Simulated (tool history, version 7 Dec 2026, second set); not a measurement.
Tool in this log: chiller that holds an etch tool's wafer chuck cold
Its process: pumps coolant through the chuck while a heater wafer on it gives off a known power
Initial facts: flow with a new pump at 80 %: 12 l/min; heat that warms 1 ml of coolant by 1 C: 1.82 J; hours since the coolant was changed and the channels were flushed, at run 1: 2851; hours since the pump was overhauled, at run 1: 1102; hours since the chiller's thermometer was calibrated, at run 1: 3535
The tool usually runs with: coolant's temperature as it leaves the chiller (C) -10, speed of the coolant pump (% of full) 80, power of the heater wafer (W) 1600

run,hour,coolant's temperature as it leaves the chiller (C),speed of the coolant pump (% of full),power of the heater wafer (W),hours since the coolant was changed and the channels were flushed,hours since the pump was overhauled,hours since the chiller's thermometer was calibrated,chuck's temperature once it has settled (C),how much warmer the coolant comes back (C)
1,0.0,-10,80,1600,2851,1102,3535,0.7,4.40
# hour 29.9: chiller's thermometer calibrated
2,73.8,-17,80,1600,2924,1175,44,-6.3,4.46
3,140.6,-17,80,1600,2991,1242,111,-6.2,4.39
4,215.3,-17,80,1600,3066,1316,185,-6.3,4.41
5,266.8,-17,80,1600,3117,1368,237,-6.3,4.37
6,323.7,-17,80,1600,3174,1425,294,-6.2,4.41
7,389.1,-17,80,1600,3239,1490,359,-6.3,4.39
8,439.8,-17,80,1600,3290,1541,410,-6.3,4.37
9,491.2,-17,80,1600,3342,1592,461,-6.3,4.43
10,548.1,-10,80,1183,3398,1649,518,-2.1,3.28
11,620.7,-10,80,1183,3471,1722,591,-2.1,3.29
12,666.0,-10,80,1600,3516,1767,636,0.7,4.40
13,703.7,-10,80,1600,3554,1805,674,0.7,4.38
14,735.6,-10,80,1600,3586,1837,706,0.9,4.42
15,798.9,-10,75,1600,3649,1900,769,1.3,4.67
16,860.4,-10,84,1600,3711,1961,830,0.3,4.22
17,895.7,-10,84,1600,3746,1997,866,0.5,4.26
18,954.2,-10,94,2372,3805,2055,924,4.5,5.55
19,1029.5,-15,80,1454,3880,2130,1000,-5.2,3.99
20,1099.6,-15,80,1454,3950,2201,1070,-5.2,4.03
21,1167.3,-15,80,1454,4018,2268,1137,-5.3,4.00
22,1225.0,-10,62,1664,4075,2326,1195,3.3,5.93
23,1289.2,-5,80,1600,4140,2390,1259,5.8,4.42
24,1325.7,-5,80,1600,4176,2427,1296,5.9,4.43
25,1359.4,-1,75,847,4210,2460,1330,4.9,2.48
26,1412.7,-10,80,1394,4263,2514,1383,-0.4,3.82
# hour 1450.2: coolant changed, channels flushed
27,1482.0,-10,80,1394,32,2577,1446,-0.4,3.91
28,1544.8,-10,99,1114,95,2640,1509,-3.6,2.45
29,1606.0,-10,71,804,156,2701,1570,-4.2,2.58
30,1659.3,-4,80,1157,209,2754,1623,4.0,3.21
31,1721.4,-4,80,1157,271,2816,1686,3.9,3.16

Hidden state at the last listed run before each entry between runs and at the first one after, where it differs:
Run 1 -> run 2: chiller's thermometer calibrated (hour 29.9)
  coolant's true temperature over the reading, C: 0.01 -> 0
Run 26 -> run 27: coolant changed, channels flushed (hour 1450.2)
  heat passed by the chuck's channels, % of clean ones': 99.7 -> 100
